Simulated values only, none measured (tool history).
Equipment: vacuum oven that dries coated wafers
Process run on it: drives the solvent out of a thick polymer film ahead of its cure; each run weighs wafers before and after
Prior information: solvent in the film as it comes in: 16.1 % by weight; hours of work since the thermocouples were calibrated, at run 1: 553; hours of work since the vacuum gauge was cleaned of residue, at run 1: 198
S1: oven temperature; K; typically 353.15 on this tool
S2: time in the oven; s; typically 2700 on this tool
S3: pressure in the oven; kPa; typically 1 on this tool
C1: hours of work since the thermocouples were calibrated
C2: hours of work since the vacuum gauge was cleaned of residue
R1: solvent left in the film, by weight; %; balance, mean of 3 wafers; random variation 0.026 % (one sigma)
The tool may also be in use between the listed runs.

run,hour,S1,S2,S3,C1,C2,R1
1,0,353.15,2700,1,553,198,1.66
2,51.9,353.15,2700,1,579,224,1.7
3,120.9,353.15,2700,1,614,259,1.63
4,215.5,353.15,2460,1,662,307,2.04
# hour 235.2: oven's thermocouples calibrated
5,296.1,353.15,2460,1,31,346,1.71
6,353.1,353.15,2460,1,59,375,1.74
7,423.8,353.15,2460,1,95,411,1.72
8,470.6,353.15,2460,1,119,434,1.74
9,532.9,353.15,2700,1,150,466,1.45
10,593,353.15,2700,1,180,496,1.48
11,663.2,353.15,2700,1,216,531,1.52
12,709.3,356.15,2700,1,239,555,0.99
13,804.3,356.15,2700,1,287,602,1.04
14,884.9,356.15,2700,1,327,643,1.03
15,982.9,356.15,2700,1,377,692,1
16,1078.4,353.15,2700,1,425,740,1.62
17,1131.4,353.15,3720,1,451,767,0.86
18,1221.8,353.15,3720,1,497,813,0.86
19,1293.1,353.15,3720,1,533,849,0.95
20,1361,353.15,3720,1,567,883,0.98
21,1406.7,353.15,3720,1,590,906,0.97
22,1452.8,353.15,3720,1,613,929,0.95
23,1523.3,353.15,2700,2.38,649,964,2.05
# hour 1570.3: oven's thermocouples calibrated
24,1596.7,353.15,2700,2.38,13,1000,1.91
25,1675.4,346.15,2700,1.24,53,1040,3.6

What will run 26 give?
26,1757.9,346.15,2700,1.24,94,1082,?

Run 26 yielded R1 3.64 %.
Were there no unlogged condition in the tool, this run, its random variation unchanged, would have produced R1 3.25 %.
